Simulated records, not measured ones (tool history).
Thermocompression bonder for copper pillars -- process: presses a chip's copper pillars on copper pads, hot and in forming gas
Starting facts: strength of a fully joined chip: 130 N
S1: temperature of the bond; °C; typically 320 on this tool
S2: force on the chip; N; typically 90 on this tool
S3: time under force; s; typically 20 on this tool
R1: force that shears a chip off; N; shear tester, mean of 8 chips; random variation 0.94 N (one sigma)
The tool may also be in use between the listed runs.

| run | hour | S1 | S2 | S3 | R1 |
|---|---|---|---|---|---|
| 1 | 0.0 | 320 | 90 | 20 | 79.2 |
| 2 | 12.2 | 320 | 90 | 20 | 79.0 |
| 3 | 37.8 | 320 | 90 | 20 | 80.0 |
| 4 | 61.2 | 320 | 62 | 20 | 58.6 |
| 5 | 73.5 | 320 | 62 | 20 | 60.4 |
| 6 | 99.6 | 320 | 90 | 20 | 80.4 |
| 7 | 124.4 | 320 | 90 | 20 | 80.1 |
| 8 | 152.9 | 320 | 90 | 20 | 78.0 |
| 9 | 168.9 | 320 | 90 | 28 | 87.7 |
| 10 | 195.0 | 320 | 90 | 28 | 86.0 |
| 11 | 221.0 | 320 | 90 | 35 | 93.2 |
| 12 | 234.7 | 320 | 90 | 20 | 78.1 |
| 13 | 248.1 | 320 | 90 | 19 | 77.5 |
| 14 | 265.6 | 320 | 90 | 19 | 78.3 |
| 15 | 290.3 | 339 | 79 | 22 | 87.4 |
| 16 | 306.7 | 311 | 79 | 22 | 66.9 |
| 17 | 328.5 | 311 | 79 | 22 | 67.3 |
| 18 | 350.7 | 320 | 62 | 20 | 60.0 |
| 19 | 376.6 | 320 | 62 | 35 | 70.0 |
| 20 | 396.4 | 299 | 58 | 17 | 40.1 |
| 21 | 426.2 | 299 | 58 | 17 | 38.6 |
| 22 | 455.6 | 338 | 101 | 18 | 95.7 |
|  | 478.0 | forming gas filter changed |
| 23 | 485.6 | 338 | 101 | 18 | 95.7 |
| 24 | 506.2 | 338 | 101 | 18 | 93.9 |
| 25 | 529.1 | 292 | 98 | 20 | 61.7 |
| 26 | 551.1 | 292 | 73 | 20 | 47.7 |
| 27 | 576.8 | 342 | 92 | 20 | 95.9 |

Below are 4 alternative next runs, each starting from the tool's condition after run 27. Predict each:
| A | 592.8 | 301 | 67 | 37 | ? |
| B | 592.8 | 320 | 70 | 19 | ? |
| C | 592.8 | 311 | 63 | 14 | ? |
| D | 592.8 | 312 | 92 | 20 | ? |

| run | R1 |
|---|---|
| A | 62.1 |
| B | 63.5 |
| C | 47.7 |
| D | 75.0 |
Stripped of hidden state, with their random variation kept, the same runs would have yielded:
| run | R1 |
|---|---|
| A | 62.8 |
| B | 64.2 |
| C | 48.3 |
| D | 75.7 |

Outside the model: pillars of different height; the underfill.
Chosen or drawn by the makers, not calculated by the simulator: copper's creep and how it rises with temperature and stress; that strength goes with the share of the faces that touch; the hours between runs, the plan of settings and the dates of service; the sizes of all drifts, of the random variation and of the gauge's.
